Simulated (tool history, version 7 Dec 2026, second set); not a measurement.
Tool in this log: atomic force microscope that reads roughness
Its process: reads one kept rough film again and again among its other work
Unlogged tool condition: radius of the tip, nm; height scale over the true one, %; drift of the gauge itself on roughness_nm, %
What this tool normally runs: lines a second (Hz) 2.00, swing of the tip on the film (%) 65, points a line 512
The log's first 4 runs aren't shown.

run	hour	lines a second (Hz)	swing of the tip on the film (%)	points a line	pictures with this tip	hours of work since the height scale was calibrated	roughness of the kept film (nm (root mean square))
5	173.6	2.00	65	512	146	369	2.469
6	207.3	2.00	59	512	208	395	2.488
7	249.5	2.00	59	512	286	426	2.445
# hour 262.7: new tip fitted
8	292.1	2.00	65	512	54	458	2.512
9	344.5	2.00	65	512	150	498	2.476
10	385.2	2.00	65	512	225	528	2.441
# hour 430.8: new tip fitted
11	441.4	2.00	65	512	20	570	2.544
12	487.0	2.00	65	512	103	604	2.495
13	524.2	2.00	65	512	172	632	2.468
14	562.3	2.00	62	512	242	661	2.448
# hour 601.7: new tip fitted
15	618.4	2.00	62	512	31	703	2.558
16	645.2	1.06	62	512	80	723	2.567
17	682.5	3.53	83	685	149	751	2.106
18	720.8	0.50	67	396	219	779	2.534
# hour 768.4: new tip fitted
19	777.7	0.50	67	396	17	822	2.621

Forecast run 20:
20	805.0	0.85	67	827	67	842	?

Run 20 yielded roughness of the kept film (nm (root mean square)) 2.586.
Had the tool carried no hidden state, the very same run would have given roughness of the kept film (nm (root mean square)) 2.603.
